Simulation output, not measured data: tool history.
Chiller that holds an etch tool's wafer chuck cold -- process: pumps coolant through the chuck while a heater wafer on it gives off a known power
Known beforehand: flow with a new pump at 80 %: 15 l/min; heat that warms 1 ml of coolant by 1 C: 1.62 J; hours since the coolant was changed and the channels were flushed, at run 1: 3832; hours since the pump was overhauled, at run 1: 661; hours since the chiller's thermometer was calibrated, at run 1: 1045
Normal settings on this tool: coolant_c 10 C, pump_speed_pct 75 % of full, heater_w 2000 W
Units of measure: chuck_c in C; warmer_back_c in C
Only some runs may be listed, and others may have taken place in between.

run    hour  coolant_c  pump_speed_pct  heater_w  hours since the coolant was changed and the channels were flushed  hours since the pump was overhauled  hours since the chiller's thermometer was calibrated  chuck_c  warmer_back_c
  1     0.0         10              75      2000                                                               3832                                  661                                                  1045     24.2           5.25
  2    20.5         10              75      2000                                                               3852                                  682                                                  1066     24.3           5.28
  3    62.9         10              75      2000                                                               3894                                  724                                                  1108     24.1           5.30
  4   100.4         10              97      2000                                                               3932                                  762                                                  1146     22.3           4.07
  5   144.8         10              97      2000                                                               3976                                  806                                                  1190     22.2           4.10
  6   187.9         10              97      2823                                                               4019                                  849                                                  1233     27.5           5.78
  7   216.8         10              97      2823                                                               4048                                  878                                                  1262     27.5           5.76
  8   256.0         11              75      2000                                                               4088                                  917                                                  1301     25.3           5.35
  9   294.4         11              75      2000                                                               4126                                  956                                                  1340     25.3           5.36
 10   318.8         10              75      2000                                                               4150                                  980                                                  1364     24.4           5.34
 11   352.0         10              75      2000                                                               4184                                 1013                                                  1397     24.4           5.35
 12   378.4         14              75      2000                                                               4210                                 1040                                                  1424     28.4           5.30
 13   422.7         16              75      2000                                                               4254                                 1084                                                  1468     30.4           5.32
 14   467.8         16              75      2000                                                               4299                                 1129                                                  1513     30.8           5.34
 15   495.5         16              75      2000                                                               4327                                 1157                                                  1541     30.5           5.27
 16   535.5         16              75      2000                                                               4367                                 1197                                                  1581     30.4           5.28
 17   567.6         16              75      2000                                                               4399                                 1229                                                  1613     30.4           5.37
 18   613.8         16              75      2000                                                               4445                                 1275                                                  1659     30.5           5.37
 19   655.4          7              84      1110                                                               4487                                 1317                                                  1701     14.2           2.64
 20   703.5          7              84      1110                                                               4535                                 1365                                                  1749     14.3           2.66
 21   728.8          7              84      1110                                                               4560                                 1390                                                  1774     14.3           2.68
 22   771.4          6              70      1164                                                               4603                                 1433                                                  1817     14.6           3.30
 23   813.3          5              75      2118                                                               4645                                 1474                                                  1858     20.5           5.70
 24   861.8         15              75      2000                                                               4693                                 1523                                                  1907     29.7           5.31
 25   885.5         15              81      2110                                                               4717                                 1547                                                  1931     30.1           5.22
 26   907.7         10              79      2000                                                               4739                                 1569                                                  1953     24.2           5.12
 27   944.6          9              63      2000                                                               4776                                 1606                                                  1990     25.3           6.37
 28   966.6         16              95      2000                                                               4798                                 1628                                                  2012     28.6           4.22
 29  1014.4         16              70      2242                                                               4846                                 1676                                                  2060     33.2           6.48
 30  1058.2          6              83      2242                                                               4890                                 1719                                                  2103     21.6           5.40
 31  1099.9         10              64      2000                                                               4931                                 1761                                                  2145     26.2           6.26
 32  1136.4         14              75      2867                                                               4968                                 1798                                                  2182     35.5           7.68
 33  1172.9         14              75      2867                                                               5004                                 1834                                                  2218     35.4           7.67

Each row is a separate what-if for the run after 33, all from the same tool condition, not one after another. Results?
  A  1213.6          7              99      1072                                                               5045                                 1875                                                  2259        ?              ?
  B  1213.6          2              75      2867                                                               5045                                 1875                                                  2259        ?              ?
  C  1213.6         10              89      1876                                                               5045                                 1875                                                  2259        ?              ?

run  chuck_c  warmer_back_c
  A     13.4           2.24
  B     23.4           7.70
  C     22.6           4.25
Had the tool no hidden state, the same runs would have come out as:
run  chuck_c  warmer_back_c
  A     12.6           2.20
  B     20.1           7.55
  C     20.8           4.17
